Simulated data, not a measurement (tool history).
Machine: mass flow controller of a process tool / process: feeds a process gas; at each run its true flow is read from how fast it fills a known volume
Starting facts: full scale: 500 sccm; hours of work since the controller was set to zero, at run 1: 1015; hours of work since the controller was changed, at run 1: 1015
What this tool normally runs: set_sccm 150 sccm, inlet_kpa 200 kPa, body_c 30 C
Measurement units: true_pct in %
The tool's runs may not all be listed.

| run | hour | set_sccm | inlet_kpa | body_c | hours of work since the controller was set to zero | hours of work since the controller was changed | true_pct |
|---|---|---|---|---|---|---|---|
| 1 | 0 | 150 | 200 | 30 | 1015 | 1015 | 98.28 |
| 2 | 66.7 | 150 | 200 | 30 | 1046 | 1046 | 98.5 |
| 3 | 110.5 | 150 | 200 | 30 | 1067 | 1067 | 98.53 |
| 4 | 200.2 | 150 | 200 | 30 | 1109 | 1109 | 98.62 |
| 5 | 281.3 | 150 | 200 | 32 | 1147 | 1147 | 98.96 |
| 6 | 372.3 | 150 | 200 | 32 | 1189 | 1189 | 99.09 |
| 7 | 466.2 | 150 | 200 | 32 | 1233 | 1233 | 99.04 |
| 8 | 513.8 | 150 | 200 | 30 | 1256 | 1256 | 98.9 |
| 9 | 601.9 | 63 | 200 | 30 | 1297 | 1297 | 98.6 |
| 10 | 678.8 | 63 | 200 | 30 | 1333 | 1333 | 98.66 |
| 11 | 726.2 | 63 | 200 | 30 | 1355 | 1355 | 98.8 |
| 12 | 815.5 | 63 | 200 | 30 | 1397 | 1397 | 98.88 |
| 13 | 869.1 | 63 | 200 | 30 | 1422 | 1422 | 98.87 |
| 14 | 968.7 | 150 | 200 | 30 | 1469 | 1469 | 99.52 |
| 15 | 1051 | 150 | 200 | 30 | 1507 | 1507 | 99.58 |
| 16 | 1127.3 | 150 | 200 | 30 | 1543 | 1543 | 99.86 |
| 17 | 1219.3 | 150 | 200 | 30 | 1586 | 1586 | 99.71 |
| 18 | 1309.7 | 150 | 200 | 30 | 1628 | 1628 | 99.78 |
| 19 | 1398.3 | 150 | 200 | 30 | 1670 | 1670 | 99.89 |
| 20 | 1440.7 | 150 | 210 | 30 | 1690 | 1690 | 100.07 |
| 21 | 1505.9 | 150 | 210 | 30 | 1720 | 1720 | 100.01 |
| 22 | 1574.8 | 232 | 162 | 21 | 1753 | 1753 | 99.46 |
| 23 | 1636.6 | 150 | 195 | 30 | 1782 | 1782 | 100.12 |
| 24 | 1693.2 | 150 | 195 | 30 | 1808 | 1808 | 100.29 |
| 25 | 1763.4 | 215 | 267 | 31 | 1841 | 1841 | 101.15 |
| 26 | 1805.5 | 215 | 267 | 31 | 1861 | 1861 | 101.12 |

What will run 27 give?
| 27 | 1878.4 | 62 | 271 | 32 | 1895 | 1895 | ? |

{"run 27": {"true_pct": 100.66}}
On a tool with no hidden condition, and with the same random variation, this run would have come out at true_pct 98.64 %.
